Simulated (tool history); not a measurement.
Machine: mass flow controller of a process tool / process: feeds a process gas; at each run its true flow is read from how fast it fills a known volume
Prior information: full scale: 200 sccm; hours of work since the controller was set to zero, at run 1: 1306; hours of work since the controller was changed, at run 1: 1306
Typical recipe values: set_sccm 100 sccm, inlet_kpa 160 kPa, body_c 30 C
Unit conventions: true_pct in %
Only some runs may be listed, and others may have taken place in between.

run    hour  set_sccm  inlet_kpa  body_c  hours of work since the controller was set to zero  hours of work since the controller was changed  true_pct
  1       0       100        160      30                                                1306                                            1306     99.47
  2    91.7       100        160      30                                                1339                                            1339     99.47
  3   152.3       100        160      30                                                1360                                            1360     99.58
  4   223.5       100        160      30                                                1386                                            1386     99.62
  5   275.1       100        160      30                                                1404                                            1404     99.43
  6   348.5       100        177      30                                                1430                                            1430     99.69
  7   443.6       100        160      30                                                1464                                            1464     99.37
  8   534.5       100        160      30                                                1496                                            1496     99.52
  9     597       100        160      34                                                1519                                            1519     99.89
 10   656.1       100        160      28                                                1540                                            1540     99.63
 11   705.3       100        160      28                                                1557                                            1557     99.47
 12   794.2       100        160      30                                                1589                                            1589     99.63
 13   874.2       100        160      30                                                1617                                            1617     99.71
 14   944.5       100        160      30                                                1642                                            1642     99.78
 15   990.6       100        264      30                                                1659                                            1659    100.62
 16  1070.9       100        264      30                                                1687                                            1687    100.41
 17  1118.4       100        160      22                                                1704                                            1704     99.29
 18  1192.2       100        160      30                                                1731                                            1731     99.73
 19  1289.7       100        142      30                                                1765                                            1765     99.55
 20  1386.7       100        142      30                                                1800                                            1800     99.59
 21    1444       100        142      30                                                1820                                            1820      99.8
 22  1517.2       100        142      30                                                1846                                            1846     99.67
 23  1591.8       100        142      30                                                1873                                            1873     99.65
 24  1677.1        37        160      30                                                1903                                            1903      99.9
 25  1746.8        47        160      30                                                1928                                            1928     99.67
 26  1826.5        78        226      30                                                1956                                            1956    100.24
 27  1906.7        84        160      38                                                1985                                            1985    100.17
 28  1955.3        47        160      25                                                2002                                            2002     99.62
 29  2002.1        47        187      25                                                2019                                            2019     99.72
 30  2099.5       168        187      32                                                2054                                            2054    100.96

Run 31, settings as shown, results not yet in. Your forecast:
 31  2194.4        52        187      37                                                2087                                            2087         ?

{"run 31": {"true_pct": 100.45}}
Without the tool's hidden state the same run would have given true_pct 98.32 %.
